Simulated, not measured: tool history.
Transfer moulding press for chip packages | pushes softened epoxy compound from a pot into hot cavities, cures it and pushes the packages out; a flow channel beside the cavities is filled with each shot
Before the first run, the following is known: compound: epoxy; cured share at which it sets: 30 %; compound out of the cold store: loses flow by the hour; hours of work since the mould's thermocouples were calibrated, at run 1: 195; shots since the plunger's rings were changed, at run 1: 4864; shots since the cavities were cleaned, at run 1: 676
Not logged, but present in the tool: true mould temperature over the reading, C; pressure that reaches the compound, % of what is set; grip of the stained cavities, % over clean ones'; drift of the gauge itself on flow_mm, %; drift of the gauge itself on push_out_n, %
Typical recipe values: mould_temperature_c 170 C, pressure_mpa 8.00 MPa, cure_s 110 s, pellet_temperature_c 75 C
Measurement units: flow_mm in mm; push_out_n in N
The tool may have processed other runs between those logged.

run	hour	mould_temperature_c	pressure_mpa	cure_s	pellet_temperature_c	hours of work since the mould's thermocouples were calibrated	shots since the plunger's rings were changed	shots since the cavities were cleaned	incoming compound's hours out of the cold store	flow_mm	push_out_n
1	0.0	170	8.00	110	75	195	4864	676	26.6	768	524
2	30.8	170	8.00	110	75	208	5095	907	36.6	722	554
# hour 58.9: plunger's sealing rings changed
# hour 62.6: cavities cleaned with cleaning compound and waxed
3	72.6	170	8.00	110	75	225	92	75	30.9	779	376
4	88.7	170	8.00	110	75	232	213	196	34.3	763	406
5	120.8	170	8.00	110	75	247	454	437	40.8	732	470
6	143.0	170	8.00	110	76	257	621	604	27.7	788	500
7	161.4	170	8.00	110	76	265	758	741	35.0	754	523
8	192.7	170	8.00	112	75	279	993	976	38.4	742	511
# hour 211.9: cavities cleaned with cleaning compound and waxed
9	217.1	170	8.00	112	75	289	1165	38	38.3	737	353
10	248.4	170	8.00	113	75	303	1400	273	27.1	789	411
11	276.2	170	8.00	113	75	315	1609	482	32.5	763	464
12	298.7	170	8.00	113	75	325	1778	651	24.5	797	495
13	332.8	170	8.00	110	83	340	2034	907	26.3	787	532
# hour 361.6: cavities cleaned with cleaning compound and waxed
14	364.4	170	8.00	110	83	354	2259	20	9.5	871	353
15	401.8	170	8.00	110	83	371	2540	301	22.2	804	449
16	420.0	170	8.32	110	73	379	2677	438	9.6	886	497
17	436.8	170	8.32	99	73	386	2803	564	29.5	783	596
18	471.2	170	7.10	100	71	401	3062	823	12.2	799	649
19	487.1	166	8.87	141	77	408	3181	942	36.7	780	457
# hour 497.8: mould's thermocouples calibrated
# hour 512.9: cavities cleaned with cleaning compound and waxed
20	517.4	170	8.00	133	80	8	3382	34	19.2	815	311
21	545.0	162	8.00	110	82	20	3589	241	31.7	770	717
22	562.6	162	8.00	142	82	28	3721	373	46.9	700	453
23	602.1	162	8.50	142	72	46	4018	670	22.9	832	550
24	638.8	164	8.00	110	75	62	4293	945	8.8	875	908
# hour 664.4: cavities cleaned with cleaning compound and waxed
25	677.0	178	8.04	102	67	78	4568	94	42.1	692	338
26	701.7	170	7.03	102	67	89	4753	279	29.1	711	515
27	740.6	165	8.00	109	75	107	5045	571	12.1	849	752
# hour 776.0: plunger's sealing rings changed
28	776.1	176	7.39	110	72	121	0	819	38.4	707	435
29	812.2	178	7.09	142	79	138	271	1090	16.0	787	434

Forecast each of these 3 alternatives for the next run:
# hour 817.8: cavities cleaned with cleaning compound and waxed
A	835.1	170	8.26	110	75	147	432	130	34.3	?	?
# hour 817.8: cavities cleaned with cleaning compound and waxed
B	835.1	164	6.22	110	75	147	432	130	16.1	?	?
# hour 817.8: cavities cleaned with cleaning compound and waxed
C	835.1	170	6.53	110	75	147	432	130	27.0	?	?

run	flow_mm	push_out_n
A	774	394
B	762	634
C	718	415
The same runs, with their run-to-run variation unchanged, on a tool lacking any hidden condition would have given:
run	flow_mm	push_out_n
A	778	354
B	766	575
C	722	373
